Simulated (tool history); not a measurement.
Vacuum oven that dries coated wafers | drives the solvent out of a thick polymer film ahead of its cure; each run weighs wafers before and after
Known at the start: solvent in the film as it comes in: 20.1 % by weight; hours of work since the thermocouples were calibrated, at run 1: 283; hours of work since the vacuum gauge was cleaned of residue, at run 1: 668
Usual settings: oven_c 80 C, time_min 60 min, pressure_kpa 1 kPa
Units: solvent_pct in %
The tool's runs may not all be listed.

run	hour	oven_c	time_min	pressure_kpa	hours of work since the thermocouples were calibrated	hours of work since the vacuum gauge was cleaned of residue	solvent_pct
1	0	80	60	1	283	668	2.27
2	17.9	94	60	1	293	678	0.92
3	43.1	94	60	1	306	691	0.95
4	66.5	94	60	1	318	704	1.01
5	89.5	94	60	1	331	716	1.05
6	101.9	80	60	1	337	722	2.38
7	114.2	80	60	1	344	729	2.35
8	129.4	80	78	1	352	737	2
9	141.7	80	60	1	358	744	2.4
10	162.7	80	60	0.51	370	755	1.8
11	185.2	80	60	1	382	767	2.28
12	198.5	80	60	1	389	774	2.46
13	226.1	72	60	1	403	788	5.08
14	249.9	72	60	1	416	801	5.06
15	277.7	72	60	1	431	816	4.99
16	292.9	80	65	1	439	824	2.32
17	309.4	84	56	0.63	448	833	1.44
18	331.3	68	56	2	459	844	8.96
# hour 335.7: oven's thermocouples calibrated
19	361	94	56	2.18	13	859	1.9
# hour 379.1: oven's thermocouples calibrated, once more
20	387.5	94	56	2.18	4	872	1.92
21	404.4	94	56	2.18	13	881	1.86
22	426.2	94	56	2.18	25	893	1.8
23	444.7	75	50	3.92	35	903	8.59
24	471	71	60	1	49	917	5.33
25	498.5	79	66	2.55	64	931	4.37
26	512.4	79	66	2.55	71	939	4.36
27	536.6	85	55	1.57	84	952	2.37
28	563.8	80	31	1	98	966	4.69
29	582.8	80	31	1	108	976	4.67
30	600.1	77	37	1	118	985	5.22
31	612.1	72	36	1	124	992	7.63
32	626.1	90	51	1	131	999	1.31

3 ways to go on from here, each from the tool as it stands after run 32. What would each give?
A	646.2	67	60	1.11	142	1010	?
B	646.2	79	60	0.84	142	1010	?
C	646.2	80	59	1	142	1010	?

run	solvent_pct
A	7.79
B	2.5
C	2.62
Without the tool's hidden state the same runs would have given:
run	solvent_pct
A	6.62
B	1.71
C	1.85

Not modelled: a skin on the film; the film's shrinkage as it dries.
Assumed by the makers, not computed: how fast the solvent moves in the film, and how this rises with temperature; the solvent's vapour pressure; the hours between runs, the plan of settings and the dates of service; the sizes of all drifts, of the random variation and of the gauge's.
